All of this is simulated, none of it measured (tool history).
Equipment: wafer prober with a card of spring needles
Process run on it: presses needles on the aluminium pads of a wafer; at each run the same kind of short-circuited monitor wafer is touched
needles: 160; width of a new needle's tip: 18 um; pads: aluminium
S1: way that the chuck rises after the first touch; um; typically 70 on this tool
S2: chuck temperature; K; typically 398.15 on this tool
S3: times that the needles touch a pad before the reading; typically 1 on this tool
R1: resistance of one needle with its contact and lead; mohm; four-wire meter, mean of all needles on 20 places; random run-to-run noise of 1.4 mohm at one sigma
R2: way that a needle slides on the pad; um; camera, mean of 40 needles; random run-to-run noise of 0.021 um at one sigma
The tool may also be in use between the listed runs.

run,hour,S1,S2,S3,R1,R2
1,0,70,398.15,1,232,16.78
# hour 8.1: tips cleaned on abrasive film
2,8.7,70,344.15,1,376,16.68
3,13.1,70,398.15,1,362,16.65
4,17.2,51,398.15,1,562,12.09
# hour 24: tips cleaned on abrasive film
5,24.3,70,338.15,1,138,16.69
6,30.8,70,300.15,1,235,16.63
7,36.6,70,300.15,1,295,16.67
# hour 39.3: tips cleaned on abrasive film
8,41.8,70,300.15,1,166,16.67
9,47.6,70,300.15,1,252,16.66
10,53.8,70,300.15,1,307,16.68
# hour 55: tips cleaned on abrasive film
11,61,70,300.15,1,233,16.63
# hour 61.5: tips cleaned on abrasive film, once more
12,70.8,70,306.15,1,253,16.64
# hour 77.4: tips cleaned on abrasive film
13,79.5,61,298.15,2,154,14.46
14,84.4,65,367.15,2,197,15.41
15,88.8,68,367.15,2,218,16.15
# hour 92.8: tips cleaned on abrasive film
16,94.7,69,332.15,2,147,16.37
17,103.5,85,310.15,3,149,20.2
# hour 108.7: tips cleaned on abrasive film
18,111,85,310.15,3,124,20.24

Predict each of these 4 candidate next runs independently; none follows another, all start after run 18:
A,115.3,72,300.15,1,?,?
B,115.3,73,376.15,1,?,?
C,115.3,70,302.15,1,?,?
D,115.3,73,398.15,1,?,?

run,R1,R2
A,235,17.08
B,235,17.32
C,249,16.53
D,225,17.31
With the hidden condition removed and each run's random variation left untouched, the same runs would have given:
run,R1,R2
A,105,17.44
B,119,17.68
C,110,16.89
D,117,17.67

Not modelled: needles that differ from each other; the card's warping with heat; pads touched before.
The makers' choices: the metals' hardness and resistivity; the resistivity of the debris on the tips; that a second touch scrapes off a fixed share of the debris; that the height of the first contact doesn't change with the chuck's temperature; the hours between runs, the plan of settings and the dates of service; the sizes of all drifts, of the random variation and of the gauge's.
